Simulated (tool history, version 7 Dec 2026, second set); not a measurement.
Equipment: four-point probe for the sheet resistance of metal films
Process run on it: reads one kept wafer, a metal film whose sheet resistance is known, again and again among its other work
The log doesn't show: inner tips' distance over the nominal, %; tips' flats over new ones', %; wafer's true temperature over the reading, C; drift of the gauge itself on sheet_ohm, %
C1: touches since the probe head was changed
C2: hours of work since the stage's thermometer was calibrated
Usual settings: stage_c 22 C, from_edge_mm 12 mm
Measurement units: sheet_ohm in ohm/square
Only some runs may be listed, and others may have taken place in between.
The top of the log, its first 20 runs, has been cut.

{"run": 21, "hour": 1815.3, "stage_c": 22, "from_edge_mm": 12, "C1": 74726, "C2": 634, "sheet_ohm": 0.330597}
{"run": 22, "hour": 1885.1, "stage_c": 22, "from_edge_mm": 12, "C1": 77231, "C2": 685, "sheet_ohm": 0.330613}
{"run": 23, "hour": 1968.3, "stage_c": 22, "from_edge_mm": 12, "C1": 80213, "C2": 746, "sheet_ohm": 0.330553}
{"run": 24, "hour": 2041.5, "stage_c": 32, "from_edge_mm": 42, "C1": 82838, "C2": 800, "sheet_ohm": 0.333162}
{"hour": 2060.4, "done": "new probe head fitted"}
{"run": 25, "hour": 2155.0, "stage_c": 21, "from_edge_mm": 4, "C1": 3395, "C2": 882, "sheet_ohm": 0.344584}
{"run": 26, "hour": 2274.8, "stage_c": 26, "from_edge_mm": 54, "C1": 7692, "C2": 970, "sheet_ohm": 0.329888}
{"run": 27, "hour": 2371.8, "stage_c": 26, "from_edge_mm": 54, "C1": 11169, "C2": 1042, "sheet_ohm": 0.329881}
{"run": 28, "hour": 2466.6, "stage_c": 18, "from_edge_mm": 72, "C1": 14570, "C2": 1111, "sheet_ohm": 0.326229}
{"run": 29, "hour": 2573.7, "stage_c": 31, "from_edge_mm": 5, "C1": 18410, "C2": 1190, "sheet_ohm": 0.342814}
{"run": 30, "hour": 2625.6, "stage_c": 31, "from_edge_mm": 5, "C1": 20273, "C2": 1228, "sheet_ohm": 0.34284}
{"run": 31, "hour": 2743.6, "stage_c": 19, "from_edge_mm": 6, "C1": 24505, "C2": 1315, "sheet_ohm": 0.334028}
{"run": 32, "hour": 2846.7, "stage_c": 23, "from_edge_mm": 3, "C1": 28203, "C2": 1390, "sheet_ohm": 0.356653}
{"run": 33, "hour": 2946.9, "stage_c": 22, "from_edge_mm": 27, "C1": 31799, "C2": 1464, "sheet_ohm": 0.327876}
{"run": 34, "hour": 3054.4, "stage_c": 24, "from_edge_mm": 25, "C1": 35653, "C2": 1543, "sheet_ohm": 0.328885}
{"run": 35, "hour": 3169.2, "stage_c": 24, "from_edge_mm": 25, "C1": 39773, "C2": 1627, "sheet_ohm": 0.328579}
{"run": 36, "hour": 3250.3, "stage_c": 24, "from_edge_mm": 25, "C1": 42681, "C2": 1687, "sheet_ohm": 0.328572}
{"run": 37, "hour": 3306.8, "stage_c": 24, "from_edge_mm": 25, "C1": 44707, "C2": 1728, "sheet_ohm": 0.328411}
{"run": 38, "hour": 3410.9, "stage_c": 21, "from_edge_mm": 9, "C1": 48442, "C2": 1805, "sheet_ohm": 0.330121}
{"run": 39, "hour": 3517.0, "stage_c": 28, "from_edge_mm": 10, "C1": 52247, "C2": 1883, "sheet_ohm": 0.332548}
{"run": 40, "hour": 3585.8, "stage_c": 20, "from_edge_mm": 11, "C1": 54715, "C2": 1933, "sheet_ohm": 0.32833}
{"run": 41, "hour": 3646.1, "stage_c": 18, "from_edge_mm": 4, "C1": 56875, "C2": 1977, "sheet_ohm": 0.341762}
{"run": 42, "hour": 3743.0, "stage_c": 18, "from_edge_mm": 4, "C1": 60354, "C2": 2048, "sheet_ohm": 0.34162}
{"run": 43, "hour": 3800.4, "stage_c": 32, "from_edge_mm": 12, "C1": 62411, "C2": 2091, "sheet_ohm": 0.333003}
{"run": 44, "hour": 3878.3, "stage_c": 32, "from_edge_mm": 12, "C1": 65205, "C2": 2148, "sheet_ohm": 0.333127}
{"hour": 3906.4, "done": "stage's thermometer calibrated"}
{"run": 45, "hour": 3955.6, "stage_c": 32, "from_edge_mm": 12, "C1": 67959, "C2": 36, "sheet_ohm": 0.332152}

Each row is a separate what-if for the run after 45, all from the same tool condition, not one after another. Results?
{"run": "A", "hour": 4007.0, "stage_c": 20, "from_edge_mm": 12, "C1": 69803, "C2": 74, "sheet_ohm": "?"}
{"run": "B", "hour": 4007.0, "stage_c": 22, "from_edge_mm": 10, "C1": 69803, "C2": 74, "sheet_ohm": "?"}
{"run": "C", "hour": 4007.0, "stage_c": 32, "from_edge_mm": 12, "C1": 69803, "C2": 74, "sheet_ohm": "?"}

run=A sheet_ohm=0.326801
run=B sheet_ohm=0.328550
run=C sheet_ohm=0.332027
What these runs would have given with no unlogged condition in the tool:
run=A sheet_ohm=0.329520
run=B sheet_ohm=0.331283
run=C sheet_ohm=0.334790

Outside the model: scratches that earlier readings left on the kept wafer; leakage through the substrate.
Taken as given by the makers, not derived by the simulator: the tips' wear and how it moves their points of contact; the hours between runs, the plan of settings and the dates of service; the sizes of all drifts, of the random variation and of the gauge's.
